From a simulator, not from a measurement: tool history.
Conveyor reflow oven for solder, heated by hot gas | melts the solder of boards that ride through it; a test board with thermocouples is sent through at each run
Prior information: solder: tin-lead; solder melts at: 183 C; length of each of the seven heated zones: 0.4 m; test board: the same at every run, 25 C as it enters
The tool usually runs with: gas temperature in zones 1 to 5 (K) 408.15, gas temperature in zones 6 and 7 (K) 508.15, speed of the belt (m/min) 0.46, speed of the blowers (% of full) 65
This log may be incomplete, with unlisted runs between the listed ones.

run    day  gas temperature in zones 1 to 5 (K)  gas temperature in zones 6 and 7 (K)  speed of the belt (m/min)  speed of the blowers (% of full)  highest temperature of the board (K)  time above the solder's melting point (s)
  1      0                               408.15                                508.15                       0.46                                65                                494.25                                       81.4
  2  0.462                               408.15                                516.15                       0.46                                65                                501.45                                       87.8
  3   0.95                               408.15                                508.15                      0.393                                65                                498.65                                      101.3
  4    1.2                               408.15                                508.15                      0.393                                65                                498.45                                      101.1
  5  1.654                               408.15                                508.15                       0.46                                65                                494.15                                       81.6
  6  2.083                               408.15                                508.15                       0.46                                65                                494.15                                       81.3
  7  2.517                               408.15                                513.15                       0.46                                65                                498.75                                       85.6
  8  3.004                               408.15                                513.15                       0.46                                65                                498.65                                       85.3
  9  3.346                               408.15                                513.15                       0.46                                65                                498.75                                       85.4
 10  3.604                               408.15                                513.15                       0.46                                65                                498.65                                       85.4
 11  3.846                               408.15                                513.15                       0.46                                65                                498.55                                       85.4
 12  4.058                               408.15                                513.15                       0.54                                65                                493.05                                       67.2
 13  4.533                               408.15                                513.15                       0.54                                65                                492.95                                       67.2
 14  4.879                               408.15                                513.15                       0.54                                65                                493.15                                       67.3
 15  5.117                               408.15                                513.15                       0.54                                65                                492.95                                       67.3
 16  5.638                               418.15                                500.15                       0.54                                54                                480.65                                       58.1
 17  5.867                               418.15                                500.15                       0.54                                54                                480.95                                       58.2
 18  6.275                               416.15                                508.15                      0.401                                65                                499.05                                      103.4
 19  6.638                               406.15                                508.15                      0.401                                65                                497.45                                       97.2
 20  7.004                               406.15                                508.15                      0.401                                65                                497.85                                       97.4
 21  7.317                               403.15                                509.15                       0.46                                71                                495.45                                       80.8
 22  7.738                               406.15                                508.15                      0.537                                65                                488.45                                       62.4

Run 23 comes next. What will it give?
 23  8.158                               408.15                                500.15                      0.399                                65                                     ?                                          ?

Logged for run 23: highest temperature of the board (K) 490.55, time above the solder's melting point (s) 91.6.
Had the tool carried no hidden state, the very same run would have given highest temperature of the board (K) 490.25, time above the solder's melting point (s) 91.4.
